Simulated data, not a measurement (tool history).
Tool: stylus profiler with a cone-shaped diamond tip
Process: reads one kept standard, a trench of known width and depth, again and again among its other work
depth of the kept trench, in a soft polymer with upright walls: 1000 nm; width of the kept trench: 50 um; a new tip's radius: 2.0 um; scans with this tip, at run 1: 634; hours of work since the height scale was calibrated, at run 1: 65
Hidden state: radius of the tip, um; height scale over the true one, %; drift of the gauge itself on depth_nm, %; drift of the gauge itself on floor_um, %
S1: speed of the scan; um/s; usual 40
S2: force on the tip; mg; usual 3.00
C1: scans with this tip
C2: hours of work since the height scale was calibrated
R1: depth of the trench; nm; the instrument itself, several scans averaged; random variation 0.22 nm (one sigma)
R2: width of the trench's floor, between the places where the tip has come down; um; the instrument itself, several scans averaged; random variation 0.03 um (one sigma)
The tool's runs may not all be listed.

run 1 hour=0.0 | S1=40 S2=3.00 | C1=634 C2=65 | R1=1007.22 R2=46.37
run 2 hour=127.8 | S1=40 S2=3.00 | C1=1523 C2=157 | R1=1007.27 R2=46.26
run 3 hour=267.4 | S1=40 S2=3.00 | C1=2493 C2=257 | R1=1007.97 R2=46.09
run 4 hour=375.3 | S1=40 S2=3.00 | C1=3243 C2=334 | R1=1007.84 R2=46.06
run 5 hour=507.9 | S1=13 S2=3.00 | C1=4164 C2=429 | R1=1008.01 R2=46.08
run 6 hour=639.9 | S1=13 S2=3.00 | C1=5082 C2=523 | R1=1008.56 R2=45.98
run 7 hour=779.8 | S1=13 S2=3.00 | C1=6054 C2=623 | R1=1008.49 R2=45.83
run 8 hour=839.8 | S1=13 S2=3.00 | C1=6471 C2=666 | R1=1008.82 R2=45.84
run 9 hour=970.1 | S1=13 S2=3.00 | C1=7377 C2=759 | R1=1008.70 R2=45.71
run 10 hour=1076.0 | S1=16 S2=3.00 | C1=8113 C2=835 | R1=1009.46 R2=45.64
run 11 hour=1174.8 | S1=151 S2=3.00 | C1=8800 C2=906 | R1=1009.70 R2=45.02
run 12 hour=1266.7 | S1=151 S2=3.00 | C1=9438 C2=971 | R1=1009.80 R2=44.90
run 13 hour=1376.7 | S1=151 S2=3.00 | C1=10203 C2=1050 | R1=1010.15 R2=44.82
run 14 hour=1466.6 | S1=23 S2=3.00 | C1=10828 C2=1114 | R1=1010.28 R2=45.34
run 15 hour=1592.4 | S1=40 S2=1.76 | C1=11702 C2=1204 | R1=1008.80 R2=45.06
run 16 hour=1660.1 | S1=40 S2=1.76 | C1=12173 C2=1253 | R1=1008.50 R2=45.08
run 17 hour=1763.5 | S1=40 S2=1.76 | C1=12891 C2=1327 | R1=1008.74 R2=45.02
run 18 hour=1829.8 | S1=40 S2=1.76 | C1=13352 C2=1374 | R1=1009.25 R2=45.03
run 19 hour=1939.1 | S1=40 S2=3.00 | C1=14112 C2=1452 | R1=1011.21 R2=44.92
run 20 hour=2009.5 | S1=40 S2=3.00 | C1=14601 C2=1503 | R1=1011.18 R2=44.88
-- hour=2092.4 height scale calibrated on a step standard
run 21 hour=2117.7 | S1=54 S2=2.04 | C1=15350 C2=18 | R1=1005.42 R2=44.73
run 22 hour=2247.5 | S1=136 S2=4.78 | C1=16252 C2=111 | R1=1009.64 R2=44.47
run 23 hour=2317.2 | S1=40 S2=3.40 | C1=16736 C2=161 | R1=1007.86 R2=44.75
run 24 hour=2427.3 | S1=56 S2=3.40 | C1=17502 C2=240 | R1=1008.78 R2=44.58
run 25 hour=2565.4 | S1=56 S2=3.40 | C1=18461 C2=338 | R1=1008.57 R2=44.58
run 26 hour=2698.7 | S1=40 S2=6.56 | C1=19388 C2=434 | R1=1013.01 R2=44.59
run 27 hour=2832.5 | S1=24 S2=1.84 | C1=20318 C2=529 | R1=1006.83 R2=44.53
run 28 hour=2895.1 | S1=101 S2=3.00 | C1=20753 C2=574 | R1=1009.02 R2=44.13
run 29 hour=2961.2 | S1=101 S2=3.00 | C1=21213 C2=621 | R1=1008.63 R2=44.07
run 30 hour=3057.8 | S1=101 S2=3.00 | C1=21884 C2=691 | R1=1008.95 R2=44.12
run 31 hour=3133.0 | S1=101 S2=3.00 | C1=22406 C2=744 | R1=1009.22 R2=44.05
run 32 hour=3262.5 | S1=114 S2=1.52 | C1=23307 C2=837 | R1=1006.72 R2=43.63
run 33 hour=3360.4 | S1=24 S2=1.52 | C1=23987 C2=907 | R1=1006.68 R2=44.14
run 34 hour=3484.6 | S1=16 S2=1.51 | C1=24850 C2=996 | R1=1007.54 R2=44.18
run 35 hour=3622.0 | S1=39 S2=1.51 | C1=25806 C2=1094 | R1=1007.42 R2=43.93
run 36 hour=3719.4 | S1=51 S2=6.36 | C1=26482 C2=1164 | R1=1014.91 R2=44.07
run 37 hour=3803.4 | S1=51 S2=6.36 | C1=27066 C2=1224 | R1=1015.28 R2=44.00

3 ways to go on from here, each from the tool as it stands after run 37. What would each give?
run A hour=3933.7 | S1=40 S2=4.04 | C1=27972 C2=1317 | R1=? R2=?
run B hour=3933.7 | S1=116 S2=6.36 | C1=27972 C2=1317 | R1=? R2=?
run C hour=3933.7 | S1=26 S2=1.19 | C1=27972 C2=1317 | R1=? R2=?

run=A R1=1012.64 R2=43.92
run=B R1=1015.35 R2=43.67
run=C R1=1007.75 R2=43.82
Without the tool's hidden state the same runs would have given:
run=A R1=1008.56 R2=46.43
run=B R1=1011.27 R2=46.18
run=C R1=1003.70 R2=46.32

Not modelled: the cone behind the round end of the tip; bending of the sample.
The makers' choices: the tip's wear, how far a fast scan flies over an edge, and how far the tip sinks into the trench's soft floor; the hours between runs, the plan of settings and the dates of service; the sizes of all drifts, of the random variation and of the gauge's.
